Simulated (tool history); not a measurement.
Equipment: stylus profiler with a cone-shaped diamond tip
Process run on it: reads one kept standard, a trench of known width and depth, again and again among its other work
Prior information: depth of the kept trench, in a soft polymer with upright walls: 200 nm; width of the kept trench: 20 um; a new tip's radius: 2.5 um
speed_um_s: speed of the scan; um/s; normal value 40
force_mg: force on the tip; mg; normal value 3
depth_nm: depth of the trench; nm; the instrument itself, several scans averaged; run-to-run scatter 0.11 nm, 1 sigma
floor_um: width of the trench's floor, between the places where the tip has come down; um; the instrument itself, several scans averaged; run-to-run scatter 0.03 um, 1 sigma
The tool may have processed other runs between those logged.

run   hour  speed_um_s  force_mg  depth_nm  floor_um
  1      0          40         3    201.48      17.8
  2   17.3          40      6.06    202.62     17.85
  3     35          40         3     201.8      17.9
  4   53.4          97         3    201.48     17.52
  5   64.1          40         3     201.5     17.81
  6   80.2          40         3    201.59     17.84
  7   98.4          40         3    201.61     17.82
  8  108.8          40      5.74    202.51      17.9
  9    119          40      5.74    202.52      17.9
 10  130.3          40      5.74    202.54     17.87
 11  146.1          40      2.41    201.45     17.86
 12  158.3          40         3    201.63     17.82
 13  171.5          40         3    201.68     17.82
 14  188.8          40         3    201.53     17.86
 15  203.1          40         3    201.73     17.81
 16  216.2         115         3    201.51     17.43
 17  224.6         115         3    201.46     17.38
 18  236.5          40      2.93    201.57     17.85
 19  253.8          40      2.93    201.62     17.84
 20  262.3          40      2.93    201.68     17.76
 21  273.8          40      2.93    201.39     17.83
 22  285.5          19      2.93    201.68     17.89
 23  296.2          23      2.93    201.59     17.94
 24  314.1          23      1.25    200.93     17.81
 25  329.8          30      2.87     201.6     17.86
 26  342.9          44      2.46    201.28     17.76
 27  352.1          37      7.25    202.73     17.94
 28  367.2          37      7.25    202.66      17.9
 29  384.6          37      7.25    202.88     17.91
 30  401.5          37      7.25    202.95     17.94
 31  419.9          37      7.25    202.84     17.94
 32  432.4          15      4.59    202.24     17.95
 33  441.1          14      5.33    202.26     17.97
 34  450.8          61      7.16    202.76     17.82
 35  459.9          61      7.16    202.85     17.84
 36    479          61      7.16    202.85     17.86
 37    498          70      1.17    200.82     17.44
 38  515.9          70      1.17    200.66     17.45
 39    524          70      1.17    200.78     17.41
 40  537.5          70      1.17    200.78     17.46
 41  550.5          49      8.83     203.1     17.89
 42  562.8          49      1.75    201.09     17.71
 43  580.3          36         3    201.59     17.76
 44  598.7          36      8.96    203.25     17.92
 45  614.1          36      8.96    203.26      17.9
 46  629.8          36      8.96    203.37     17.92

Below are 3 alternative next runs, each starting from the tool's condition after run 46. Predict each:
  A   638          21      1.75         ?         ?
  B   638         141      2.51         ?         ?
  C   638          28      1.28         ?         ?

run  depth_nm  floor_um
  A    201.09     17.89
  B    201.35     17.14
  C    200.78     17.85
Stripped of hidden state, with their random variation kept, the same runs would have yielded:
run  depth_nm  floor_um
  A    201.08     17.89
  B    201.34     17.14
  C    200.78     17.85

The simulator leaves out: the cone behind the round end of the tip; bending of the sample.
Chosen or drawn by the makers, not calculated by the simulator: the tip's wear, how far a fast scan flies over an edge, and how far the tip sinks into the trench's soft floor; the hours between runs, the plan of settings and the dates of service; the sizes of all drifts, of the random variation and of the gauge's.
